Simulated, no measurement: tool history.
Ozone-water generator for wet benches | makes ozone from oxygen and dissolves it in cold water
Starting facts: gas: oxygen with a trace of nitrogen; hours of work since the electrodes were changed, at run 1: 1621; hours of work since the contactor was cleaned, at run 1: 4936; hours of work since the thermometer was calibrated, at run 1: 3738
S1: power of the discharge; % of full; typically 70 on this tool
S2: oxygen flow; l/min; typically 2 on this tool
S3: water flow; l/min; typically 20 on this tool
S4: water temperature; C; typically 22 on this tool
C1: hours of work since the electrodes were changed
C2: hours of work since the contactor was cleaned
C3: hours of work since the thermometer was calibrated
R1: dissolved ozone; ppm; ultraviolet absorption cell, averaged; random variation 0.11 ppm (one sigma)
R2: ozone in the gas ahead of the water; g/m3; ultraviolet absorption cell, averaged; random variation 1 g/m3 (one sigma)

{"run": 1, "hour": 0.0, "S1": 70, "S2": 2, "S3": 20, "S4": 22, "C1": 1621, "C2": 4936, "C3": 3738, "R1": 9, "R2": 172.3}
{"run": 2, "hour": 41.4, "S1": 70, "S2": 2, "S3": 20, "S4": 22, "C1": 1651, "C2": 4966, "C3": 3768, "R1": 9, "R2": 175.6}
{"run": 3, "hour": 76.7, "S1": 70, "S2": 1.82, "S3": 20, "S4": 22, "C1": 1676, "C2": 4991, "C3": 3793, "R1": 8.9, "R2": 180.2}
{"run": 4, "hour": 113.4, "S1": 70, "S2": 1.82, "S3": 20, "S4": 22, "C1": 1703, "C2": 5017, "C3": 3820, "R1": 8.8, "R2": 180.1}
{"run": 5, "hour": 144.1, "S1": 70, "S2": 1.82, "S3": 20, "S4": 22, "C1": 1725, "C2": 5039, "C3": 3842, "R1": 8.9, "R2": 180.3}
{"run": 6, "hour": 171.6, "S1": 49, "S2": 2, "S3": 20, "S4": 22, "C1": 1745, "C2": 5059, "C3": 3862, "R1": 7.3, "R2": 133.4}
{"run": 7, "hour": 228.4, "S1": 70, "S2": 1.38, "S3": 20, "S4": 22, "C1": 1786, "C2": 5100, "C3": 3902, "R1": 7.8, "R2": 200.1}
{"run": 8, "hour": 262.3, "S1": 70, "S2": 3.06, "S3": 20, "S4": 22, "C1": 1810, "C2": 5124, "C3": 3927, "R1": 10.7, "R2": 150.6}
{"run": 9, "hour": 312.4, "S1": 70, "S2": 3.06, "S3": 20, "S4": 22, "C1": 1846, "C2": 5160, "C3": 3963, "R1": 10.5, "R2": 151}
{"run": 10, "hour": 366.6, "S1": 70, "S2": 3.06, "S3": 20, "S4": 22, "C1": 1885, "C2": 5199, "C3": 4002, "R1": 10.7, "R2": 150.4}
{"run": 11, "hour": 400.2, "S1": 70, "S2": 3.06, "S3": 20, "S4": 28, "C1": 1909, "C2": 5224, "C3": 4026, "R1": 9.8, "R2": 151.4}
{"run": 12, "hour": 439.5, "S1": 68, "S2": 2, "S3": 20, "S4": 22, "C1": 1937, "C2": 5252, "C3": 4054, "R1": 8.9, "R2": 170.9}
{"run": 13, "hour": 489.2, "S1": 68, "S2": 2.72, "S3": 20, "S4": 22, "C1": 1973, "C2": 5288, "C3": 4090, "R1": 10.1, "R2": 153.6}
{"hour": 494.3, "done": "water thermometer calibrated"}
{"run": 14, "hour": 548.5, "S1": 70, "S2": 2.26, "S3": 20, "S4": 22, "C1": 2015, "C2": 5330, "C3": 39, "R1": 9.4, "R2": 168.4}
{"run": 15, "hour": 576.4, "S1": 70, "S2": 2, "S3": 20, "S4": 23, "C1": 2035, "C2": 5350, "C3": 59, "R1": 9, "R2": 174.4}
{"hour": 594.7, "done": "water thermometer calibrated, once more"}
{"run": 16, "hour": 629.6, "S1": 70, "S2": 2, "S3": 20, "S4": 23, "C1": 2073, "C2": 5388, "C3": 25, "R1": 9.1, "R2": 171.1}
{"run": 17, "hour": 656.8, "S1": 70, "S2": 2, "S3": 20, "S4": 22, "C1": 2093, "C2": 5407, "C3": 45, "R1": 9, "R2": 173.2}
{"run": 18, "hour": 693.0, "S1": 74, "S2": 1.01, "S3": 14, "S4": 27, "C1": 2119, "C2": 5433, "C3": 71, "R1": 9.7, "R2": 224.3}
{"run": 19, "hour": 717.1, "S1": 79, "S2": 2.32, "S3": 20, "S4": 22, "C1": 2136, "C2": 5451, "C3": 88, "R1": 10.5, "R2": 178.5}
{"run": 20, "hour": 750.7, "S1": 70, "S2": 2, "S3": 17, "S4": 22, "C1": 2160, "C2": 5475, "C3": 112, "R1": 10.8, "R2": 174.2}
{"run": 21, "hour": 775.2, "S1": 73, "S2": 1.5, "S3": 15, "S4": 17, "C1": 2178, "C2": 5493, "C3": 130, "R1": 11.6, "R2": 196.8}
{"run": 22, "hour": 828.9, "S1": 92, "S2": 3.15, "S3": 16, "S4": 27, "C1": 2217, "C2": 5531, "C3": 168, "R1": 15, "R2": 179.8}
{"run": 23, "hour": 869.8, "S1": 92, "S2": 3.15, "S3": 16, "S4": 27, "C1": 2246, "C2": 5561, "C3": 198, "R1": 14.9, "R2": 180.8}
{"run": 24, "hour": 911.8, "S1": 42, "S2": 2.4, "S3": 16, "S4": 27, "C1": 2276, "C2": 5591, "C3": 228, "R1": 7.9, "R2": 111.4}
{"run": 25, "hour": 953.4, "S1": 70, "S2": 3.26, "S3": 20, "S4": 25, "C1": 2306, "C2": 5621, "C3": 258, "R1": 10.4, "R2": 146.1}
{"run": 26, "hour": 984.0, "S1": 99, "S2": 2.01, "S3": 18, "S4": 18, "C1": 2328, "C2": 5643, "C3": 280, "R1": 13, "R2": 222.8}
{"run": 27, "hour": 1018.0, "S1": 99, "S2": 2.01, "S3": 18, "S4": 18, "C1": 2353, "C2": 5667, "C3": 304, "R1": 13.5, "R2": 219.8}
{"run": 28, "hour": 1073.9, "S1": 56, "S2": 1.95, "S3": 18, "S4": 29, "C1": 2393, "C2": 5707, "C3": 345, "R1": 7.9, "R2": 147.7}
{"run": 29, "hour": 1118.0, "S1": 56, "S2": 1.95, "S3": 18, "S4": 29, "C1": 2425, "C2": 5739, "C3": 376, "R1": 8, "R2": 147.8}
{"run": 30, "hour": 1163.4, "S1": 90, "S2": 2, "S3": 23, "S4": 22, "C1": 2457, "C2": 5772, "C3": 409, "R1": 9.4, "R2": 205.5}
{"run": 31, "hour": 1197.0, "S1": 90, "S2": 2, "S3": 23, "S4": 22, "C1": 2481, "C2": 5796, "C3": 433, "R1": 9.1, "R2": 207.2}
{"run": 32, "hour": 1249.9, "S1": 90, "S2": 2, "S3": 23, "S4": 22, "C1": 2520, "C2": 5834, "C3": 471, "R1": 9.2, "R2": 207.2}
{"run": 33, "hour": 1285.8, "S1": 90, "S2": 2, "S3": 23, "S4": 22, "C1": 2545, "C2": 5860, "C3": 497, "R1": 9.3, "R2": 206.3}

4 ways to go on from here, each from the tool as it stands after run 33. What would each give?
{"run": "A", "hour": 1315.5, "S1": 67, "S2": 2.28, "S3": 12, "S4": 22, "C1": 2567, "C2": 5881, "C3": 518, "R1": "?", "R2": "?"}
{"run": "B", "hour": 1315.5, "S1": 65, "S2": 2, "S3": 23, "S4": 22, "C1": 2567, "C2": 5881, "C3": 518, "R1": "?", "R2": "?"}
{"run": "C", "hour": 1315.5, "S1": 90, "S2": 2, "S3": 23, "S4": 18, "C1": 2567, "C2": 5881, "C3": 518, "R1": "?", "R2": "?"}
{"run": "D", "hour": 1315.5, "S1": 93, "S2": 2, "S3": 23, "S4": 17, "C1": 2567, "C2": 5881, "C3": 518, "R1": "?", "R2": "?"}

run=A R1=14.6 R2=160.9
run=B R1=7.2 R2=163.3
run=C R1=9.6 R2=207
run=D R1=9.9 R2=210.8
Without the tool's unlogged condition, the same runs would have read:
run=A R1=15.6 R2=167.7
run=B R1=7.8 R2=170.2
run=C R1=10.5 R2=217.9
run=D R1=10.9 R2=222.1
